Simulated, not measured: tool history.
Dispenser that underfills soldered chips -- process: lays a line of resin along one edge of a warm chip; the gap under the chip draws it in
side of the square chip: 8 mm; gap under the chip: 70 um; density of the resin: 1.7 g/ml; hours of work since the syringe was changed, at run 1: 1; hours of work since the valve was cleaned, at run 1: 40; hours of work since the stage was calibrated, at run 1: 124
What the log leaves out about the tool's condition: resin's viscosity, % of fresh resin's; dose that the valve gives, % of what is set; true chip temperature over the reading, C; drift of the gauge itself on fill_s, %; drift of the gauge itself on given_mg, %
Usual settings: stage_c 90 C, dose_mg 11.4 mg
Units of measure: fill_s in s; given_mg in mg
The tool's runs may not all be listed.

run   hour  stage_c  dose_mg  hours of work since the syringe was changed  hours of work since the valve was cleaned  hours of work since the stage was calibrated  fill_s  given_mg
  1      0       90     11.4                                            1                                         40                                           124    21.1     11.18
  2      3       90     11.4                                            3                                         42                                           125    23.5     10.99
  3    7.8       90     11.4                                            6                                         45                                           128    29.2     10.91
       8.9  -- new syringe of resin
  4   10.9       90     11.4                                            1                                         47                                           130    21.1     10.89
  5   16.5       90     11.4                                            5                                         50                                           133      26     10.87
      20.1  -- new syringe of resin
  6   22.7       90     11.7                                            2                                         54                                           137    21.6     11.25
  7   25.6       90     11.4                                            3                                         56                                           139    24.4     10.86
      31.2  -- new syringe of resin
  8   31.2       82     11.4                                            0                                         59                                           142    27.7     10.83
  9   35.2       82     11.4                                            2                                         61                                           144    33.7      10.8
 10   41.4       98     11.4                                            6                                         65                                           148    20.4     10.81
      42.3  -- new syringe of resin
 11   46.7       92     11.4                                            3                                         68                                           151      22     10.83
 12     51       92     11.4                                            5                                         71                                           154    26.4     10.93
      53.3  -- new syringe of resin
 13     57       92     11.4                                            2                                         74                                           157    20.1      10.8
 14   61.4       90     11.4                                            5                                         77                                           160    27.6     10.67
      64.6  -- new syringe of resin
 15   67.2       99     11.4                                            2                                         80                                           163    15.2     10.62
      68.7  -- dispensing valve cleaned and set on the balance
 16   71.2       90     11.4                                            3                                          2                                           165    23.7      11.3
      76.8  -- new syringe of resin
 17     77       90     11.4                                            0                                          5                                           169      20     11.43
 18   80.4       90     11.4                                            2                                          7                                           171    22.7     11.39
 19   85.5       90     11.4                                            5                                         10                                           174    27.6     11.23
        88  -- new syringe of resin
 20     91       90     11.4                                            2                                         13                                           177    21.7     11.34
 21   95.2      100     11.4                                            4                                         16                                           179    16.9     11.18
      99.5  -- new syringe of resin
 22  101.1       82      9.8                                            1                                         19                                           183    30.5      9.53
 23  106.2      101     12.8                                            4                                         22                                           186    15.6     12.51
 24    110       82       10                                            6                                         25                                           188    45.4       9.8
     110.7  -- new syringe of resin
 25  115.9      103     12.1                                            3                                         28                                           192    13.7     11.91
 26  120.7      103     12.1                                            6                                         31                                           195    16.8     11.68
     121.8  -- new syringe of resin
 27  123.7       91      9.7                                            1                                         33                                           196    21.6      9.39
 28  129.8       91      9.7                                            5                                         36                                           200    28.2      9.36
       133  -- new syringe of resin
 29  135.6       76     10.4                                            2                                         40                                           203    42.3      9.98
 30  141.5       76     10.4                                            5                                         43                                           207    55.7     10.08
     144.1  -- new syringe of resin
 31  145.5       96     13.5                                            1                                         46                                           209    15.6     12.97
 32  148.3      102     14.2                                            3                                         47                                           211    13.5     13.44
 33  151.9      102     14.2                                            5                                         49                                           213    15.5     13.52
     155.1  -- new syringe of resin
 34  155.1      102     14.2                                            0                                         51                                           215    11.6     13.51
 35  157.8      102     14.2                                            2                                         53                                           217    12.5     13.63

Below are 5 alternative next runs, each starting from the tool's condition after run 35. Predict each:
  A  162.4       90     11.7                                            4                                         56                                           219       ?         ?
  B  162.4       82     13.8                                            4                                         56                                           219       ?         ?
  C  162.4       87     11.4                                            4                                         56                                           219       ?         ?
  D  162.4       90     14.3                                            4                                         56                                           219       ?         ?
  E  162.4      100     11.1                                            4                                         56                                           219       ?         ?

run  fill_s  given_mg
  A    26.3     11.14
  B    37.8      13.2
  C    29.6     10.82
  D    25.8     13.75
  E    17.1     10.53
Without the tool's unlogged condition, the same runs would have read:
run  fill_s  given_mg
  A    18.8     11.67
  B      27     13.82
  C      21     11.33
  D    18.5      14.4
  E    12.2     11.03

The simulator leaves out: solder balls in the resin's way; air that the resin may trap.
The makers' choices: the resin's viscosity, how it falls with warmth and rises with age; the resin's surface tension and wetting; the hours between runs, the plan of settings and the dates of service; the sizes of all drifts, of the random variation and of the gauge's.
